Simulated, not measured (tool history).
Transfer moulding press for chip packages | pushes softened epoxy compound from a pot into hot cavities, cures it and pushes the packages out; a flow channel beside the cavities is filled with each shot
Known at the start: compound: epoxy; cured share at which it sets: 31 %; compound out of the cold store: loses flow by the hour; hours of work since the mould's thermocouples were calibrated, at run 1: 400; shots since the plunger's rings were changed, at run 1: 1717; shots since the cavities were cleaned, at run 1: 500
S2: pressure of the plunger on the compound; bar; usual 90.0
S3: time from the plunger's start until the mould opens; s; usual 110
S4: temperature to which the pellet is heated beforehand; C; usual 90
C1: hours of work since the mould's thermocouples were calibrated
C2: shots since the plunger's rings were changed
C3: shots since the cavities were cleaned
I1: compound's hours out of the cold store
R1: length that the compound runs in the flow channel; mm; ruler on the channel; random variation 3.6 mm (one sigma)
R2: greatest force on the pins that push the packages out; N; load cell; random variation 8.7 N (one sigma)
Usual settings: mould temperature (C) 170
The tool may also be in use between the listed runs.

{"run": 1, "hour": 0.0, "mould temperature (C)": 170, "S2": 90.0, "S3": 110, "S4": 90, "C1": 400, "C2": 1717, "C3": 500, "I1": 34.2, "R1": 843, "R2": 555}
{"hour": 30.9, "done": "cavities cleaned with cleaning compound and waxed"}
{"run": 2, "hour": 53.8, "mould temperature (C)": 170, "S2": 90.0, "S3": 110, "S4": 90, "C1": 442, "C2": 2360, "C3": 282, "I1": 22.6, "R1": 883, "R2": 510}
{"hour": 101.1, "done": "cavities cleaned with cleaning compound and waxed"}
{"run": 3, "hour": 103.4, "mould temperature (C)": 170, "S2": 72.6, "S3": 110, "S4": 90, "C1": 480, "C2": 2951, "C3": 28, "I1": 34.3, "R1": 754, "R2": 413}
{"run": 4, "hour": 152.8, "mould temperature (C)": 170, "S2": 72.6, "S3": 141, "S4": 90, "C1": 520, "C2": 3558, "C3": 635, "I1": 15.1, "R1": 810, "R2": 583}
{"hour": 169.7, "done": "cavities cleaned with cleaning compound and waxed"}
{"run": 5, "hour": 207.9, "mould temperature (C)": 170, "S2": 72.6, "S3": 141, "S4": 90, "C1": 562, "C2": 4217, "C3": 470, "I1": 26.8, "R1": 767, "R2": 521}
{"hour": 238.7, "done": "cavities cleaned with cleaning compound and waxed"}
{"run": 6, "hour": 244.2, "mould temperature (C)": 170, "S2": 72.6, "S3": 141, "S4": 90, "C1": 590, "C2": 4644, "C3": 68, "I1": 39.0, "R1": 725, "R2": 396}
{"hour": 250.9, "done": "plunger's sealing rings changed"}
{"hour": 282.2, "done": "mould's thermocouples calibrated"}
{"run": 7, "hour": 299.8, "mould temperature (C)": 170, "S2": 72.6, "S3": 141, "S4": 90, "C1": 14, "C2": 576, "C3": 696, "I1": 37.0, "R1": 752, "R2": 561}
{"hour": 311.0, "done": "cavities cleaned with cleaning compound and waxed"}
{"run": 8, "hour": 331.8, "mould temperature (C)": 170, "S2": 72.6, "S3": 141, "S4": 90, "C1": 38, "C2": 951, "C3": 256, "I1": 36.0, "R1": 747, "R2": 474}
{"hour": 381.0, "done": "cavities cleaned with cleaning compound and waxed"}
{"run": 9, "hour": 391.0, "mould temperature (C)": 170, "S2": 90.0, "S3": 132, "S4": 90, "C1": 84, "C2": 1660, "C3": 124, "I1": 22.3, "R1": 888, "R2": 417}
{"hour": 450.7, "done": "cavities cleaned with cleaning compound and waxed"}
{"run": 10, "hour": 451.7, "mould temperature (C)": 170, "S2": 90.0, "S3": 132, "S4": 90, "C1": 131, "C2": 2387, "C3": 13, "I1": 36.1, "R1": 830, "R2": 387}
{"run": 11, "hour": 486.0, "mould temperature (C)": 170, "S2": 90.0, "S3": 110, "S4": 90, "C1": 159, "C2": 2808, "C3": 434, "I1": 29.0, "R1": 857, "R2": 551}
{"hour": 520.0, "done": "cavities cleaned with cleaning compound and waxed"}
{"run": 12, "hour": 543.6, "mould temperature (C)": 170, "S2": 90.0, "S3": 110, "S4": 90, "C1": 203, "C2": 3498, "C3": 291, "I1": 32.8, "R1": 839, "R2": 534}
{"run": 13, "hour": 585.6, "mould temperature (C)": 170, "S2": 90.0, "S3": 110, "S4": 90, "C1": 237, "C2": 4013, "C3": 806, "I1": 26.7, "R1": 858, "R2": 668}
{"hour": 591.4, "done": "cavities cleaned with cleaning compound and waxed"}
{"run": 14, "hour": 612.5, "mould temperature (C)": 170, "S2": 90.0, "S3": 110, "S4": 90, "C1": 257, "C2": 4326, "C3": 260, "I1": 16.1, "R1": 909, "R2": 502}
{"hour": 644.4, "done": "plunger's sealing rings changed"}
{"run": 15, "hour": 644.4, "mould temperature (C)": 170, "S2": 77.2, "S3": 94, "S4": 95, "C1": 280, "C2": 0, "C3": 621, "I1": 42.6, "R1": 761, "R2": 688}
{"hour": 662.9, "done": "cavities cleaned with cleaning compound and waxed"}
{"run": 16, "hour": 679.0, "mould temperature (C)": 167, "S2": 71.3, "S3": 100, "S4": 98, "C1": 307, "C2": 406, "C3": 197, "I1": 42.6, "R1": 736, "R2": 586}
{"hour": 731.2, "done": "cavities cleaned with cleaning compound and waxed"}
{"run": 17, "hour": 736.5, "mould temperature (C)": 171, "S2": 78.6, "S3": 132, "S4": 98, "C1": 351, "C2": 1095, "C3": 66, "I1": 39.7, "R1": 766, "R2": 386}
{"run": 18, "hour": 793.9, "mould temperature (C)": 168, "S2": 78.6, "S3": 109, "S4": 98, "C1": 397, "C2": 1800, "C3": 771, "I1": 16.1, "R1": 860, "R2": 680}
{"hour": 800.9, "done": "cavities cleaned with cleaning compound and waxed"}
{"run": 19, "hour": 820.5, "mould temperature (C)": 170, "S2": 70.2, "S3": 110, "S4": 93, "C1": 417, "C2": 2108, "C3": 240, "I1": 36.5, "R1": 732, "R2": 491}
{"run": 20, "hour": 853.4, "mould temperature (C)": 170, "S2": 77.4, "S3": 95, "S4": 90, "C1": 443, "C2": 2512, "C3": 644, "I1": 46.7, "R1": 738, "R2": 689}
{"hour": 872.3, "done": "cavities cleaned with cleaning compound and waxed"}
{"run": 21, "hour": 908.7, "mould temperature (C)": 174, "S2": 98.8, "S3": 110, "S4": 90, "C1": 486, "C2": 3173, "C3": 447, "I1": 31.7, "R1": 878, "R2": 553}
{"hour": 943.6, "done": "cavities cleaned with cleaning compound and waxed"}
{"run": 22, "hour": 963.9, "mould temperature (C)": 170, "S2": 90.0, "S3": 110, "S4": 90, "C1": 529, "C2": 3834, "C3": 251, "I1": 22.9, "R1": 869, "R2": 493}
{"hour": 1011.2, "done": "cavities cleaned with cleaning compound and waxed"}
{"run": 23, "hour": 1016.7, "mould temperature (C)": 166, "S2": 73.0, "S3": 123, "S4": 95, "C1": 570, "C2": 4464, "C3": 67, "I1": 44.0, "R1": 715, "R2": 429}
{"hour": 1036.9, "done": "plunger's sealing rings changed"}
{"run": 24, "hour": 1058.0, "mould temperature (C)": 168, "S2": 73.0, "S3": 145, "S4": 91, "C1": 601, "C2": 259, "C3": 543, "I1": 8.3, "R1": 869, "R2": 551}
{"hour": 1083.8, "done": "mould's thermocouples calibrated"}
{"hour": 1085.3, "done": "cavities cleaned with cleaning compound and waxed"}
{"run": 25, "hour": 1090.0, "mould temperature (C)": 168, "S2": 73.0, "S3": 145, "S4": 91, "C1": 4, "C2": 609, "C3": 57, "I1": 25.7, "R1": 800, "R2": 401}
{"run": 26, "hour": 1150.3, "mould temperature (C)": 168, "S2": 73.0, "S3": 145, "S4": 91, "C1": 52, "C2": 1351, "C3": 799, "I1": 47.7, "R1": 719, "R2": 587}
{"hour": 1157.2, "done": "cavities cleaned with cleaning compound and waxed"}
{"run": 27, "hour": 1194.6, "mould temperature (C)": 168, "S2": 73.0, "S3": 145, "S4": 91, "C1": 86, "C2": 1876, "C3": 459, "I1": 38.2, "R1": 750, "R2": 538}

Measured less the same run without the tool's hidden state. The same run-to-run variation is in both; the gauge's scatter may not be:
The hidden state here: true mould temperature over the reading, C; pressure that reaches the compound, % of what is set; grip of the stained cavities, % over clean ones'; drift of the gauge itself on flow_mm, %; drift of the gauge itself on push_out_n, %.
run=1 R1=-10 R2=+172
run=2 R1=-15 R2=+124
run=3 R1=-17 R2=+29
run=4 R1=-22 R2=+212
run=5 R1=-24 R2=+162
run=6 R1=-25 R2=+37
run=7 R1=-4 R2=+206
run=8 R1=-6 R2=+94
run=9 R1=-11 R2=+54
run=10 R1=-15 R2=+9
run=11 R1=-19 R2=+172
run=12 R1=-23 R2=+142
run=13 R1=-26 R2=+269
run=14 R1=-30 R2=+115
run=15 R1=-2 R2=+251
run=16 R1=-4 R2=+121
run=17 R1=-7 R2=+30
run=18 R1=-13 R2=+268
run=19 R1=-13 R2=+110
run=20 R1=-15 R2=+262
run=21 R1=-23 R2=+172
run=22 R1=-26 R2=+111
run=23 R1=-25 R2=+46
run=24 R1=-1 R2=+189
run=25 R1=-5 R2=+35
run=26 R1=-9 R2=+234
run=27 R1=-12 R2=+162
